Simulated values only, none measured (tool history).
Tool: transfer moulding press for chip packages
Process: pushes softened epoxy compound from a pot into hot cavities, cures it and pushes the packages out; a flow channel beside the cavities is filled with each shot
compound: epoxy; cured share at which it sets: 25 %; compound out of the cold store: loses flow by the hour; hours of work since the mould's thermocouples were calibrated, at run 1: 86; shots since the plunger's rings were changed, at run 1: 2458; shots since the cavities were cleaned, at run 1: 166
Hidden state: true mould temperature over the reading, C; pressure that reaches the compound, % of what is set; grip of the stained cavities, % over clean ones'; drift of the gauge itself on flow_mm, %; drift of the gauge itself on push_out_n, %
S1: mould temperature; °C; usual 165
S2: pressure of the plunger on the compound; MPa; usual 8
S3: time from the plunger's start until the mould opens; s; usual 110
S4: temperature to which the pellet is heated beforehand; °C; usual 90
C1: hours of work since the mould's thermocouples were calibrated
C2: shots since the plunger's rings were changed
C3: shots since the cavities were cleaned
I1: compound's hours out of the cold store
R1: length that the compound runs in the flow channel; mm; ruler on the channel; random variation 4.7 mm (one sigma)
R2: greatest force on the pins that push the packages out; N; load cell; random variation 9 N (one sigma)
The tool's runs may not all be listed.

| run | hour | S1 | S2 | S3 | S4 | C1 | C2 | C3 | I1 | R1 | R2 |
|---|---|---|---|---|---|---|---|---|---|---|---|
| 1 | 0 | 165 | 8 | 110 | 90 | 86 | 2458 | 166 | 35.4 | 621 | 539 |
| 2 | 13.4 | 165 | 8 | 110 | 90 | 93 | 2574 | 282 | 36.6 | 619 | 595 |
| 3 | 24.3 | 167 | 8 | 110 | 90 | 99 | 2669 | 377 | 43.8 | 576 | 605 |
| 4 | 48.4 | 165 | 8 | 110 | 90 | 113 | 2877 | 585 | 38 | 599 | 686 |
| 5 | 61.5 | 165 | 8 | 110 | 92 | 120 | 2990 | 698 | 46.5 | 573 | 709 |
| 6 | 82.2 | 165 | 8 | 110 | 92 | 132 | 3169 | 877 | 31.6 | 629 | 731 |
|  | 107.7 | cavities cleaned with cleaning compound and waxed |
| 7 | 107.7 | 165 | 8 | 106 | 90 | 145 | 3377 | 0 | 29.7 | 642 | 451 |
| 8 | 123.1 | 165 | 8 | 106 | 90 | 154 | 3510 | 133 | 16.9 | 696 | 566 |
| 9 | 139.5 | 165 | 8 | 106 | 90 | 163 | 3652 | 275 | 34.5 | 609 | 601 |
| 10 | 160.2 | 165 | 8 | 106 | 90 | 174 | 3831 | 454 | 11.5 | 720 | 720 |
| 11 | 175.5 | 165 | 8 | 110 | 90 | 183 | 3964 | 587 | 11.8 | 704 | 714 |
| 12 | 198.3 | 165 | 8 | 110 | 82 | 196 | 4161 | 784 | 16.2 | 686 | 763 |
| 13 | 213.2 | 165 | 6.19 | 110 | 90 | 204 | 4290 | 913 | 10.8 | 622 | 779 |
|  | 216.5 | mould's thermocouples calibrated |
| 14 | 228.7 | 165 | 6.19 | 110 | 90 | 7 | 4407 | 1030 | 34.7 | 534 | 771 |
|  | 236.5 | cavities cleaned with cleaning compound and waxed |
| 15 | 245.5 | 165 | 6.19 | 110 | 90 | 15 | 4539 | 78 | 12.2 | 614 | 498 |
| 16 | 266.5 | 165 | 9.68 | 110 | 90 | 27 | 4721 | 260 | 33.5 | 661 | 590 |
| 17 | 280.3 | 165 | 9.68 | 110 | 90 | 35 | 4840 | 379 | 27.3 | 693 | 624 |
| 18 | 296.2 | 158 | 8 | 93 | 97 | 44 | 4977 | 516 | 36.4 | 621 | 1348 |
| 19 | 312.9 | 158 | 8 | 110 | 90 | 53 | 5123 | 662 | 47 | 567 | 1032 |
|  | 317.6 | mould's thermocouples calibrated, once more |
| 20 | 326.9 | 171 | 8 | 110 | 90 | 5 | 5226 | 765 | 27.3 | 604 | 591 |
| 21 | 349 | 171 | 8 | 110 | 90 | 17 | 5417 | 956 | 16.8 | 640 | 630 |
|  | 366 | cavities cleaned with cleaning compound and waxed |
| 22 | 366 | 171 | 8 | 110 | 90 | 26 | 5551 | 0 | 40.5 | 555 | 352 |
| 23 | 390.1 | 171 | 8 | 93 | 90 | 40 | 5760 | 209 | 8.3 | 685 | 558 |
| 24 | 407.4 | 165 | 6.72 | 110 | 90 | 49 | 5909 | 358 | 32.1 | 550 | 619 |
| 25 | 420.2 | 165 | 6.72 | 110 | 90 | 56 | 6020 | 469 | 29.6 | 556 | 656 |
| 26 | 440.8 | 171 | 6.01 | 108 | 85 | 68 | 6199 | 648 | 36.3 | 483 | 596 |
| 27 | 461.1 | 172 | 8 | 110 | 92 | 79 | 6374 | 823 | 12.9 | 646 | 613 |
|  | 479 | plunger's sealing rings changed |
| 28 | 485.7 | 164 | 6.55 | 110 | 92 | 92 | 58 | 1015 | 11.1 | 694 | 811 |
|  | 495.5 | cavities cleaned with cleaning compound and waxed |
| 29 | 501.5 | 165 | 8 | 133 | 90 | 99 | 181 | 52 | 44.8 | 612 | 391 |

Hidden state or all else? Some run-to-run changes of R1, split into what the settings, what came in and random variation would give without the hidden state, and what is left for the hidden state (with any gauge scatter that isn't in both results):
Run 23 -> 24: S1 171 -> 165, S2 8 -> 6.72, S3 93 -> 110. R1 -135 mm: hidden state +15, all else -150.
Run 26 -> 27: S1 171 -> 172, S2 6.01 -> 8, S3 108 -> 110, S4 85 -> 92. R1 +163 mm: hidden state -23, all else +186.
Run 27 -> 28: S1 172 -> 164, S2 8 -> 6.55, plunger's sealing rings changed. R1 +48 mm: hidden state +80, all else -32.
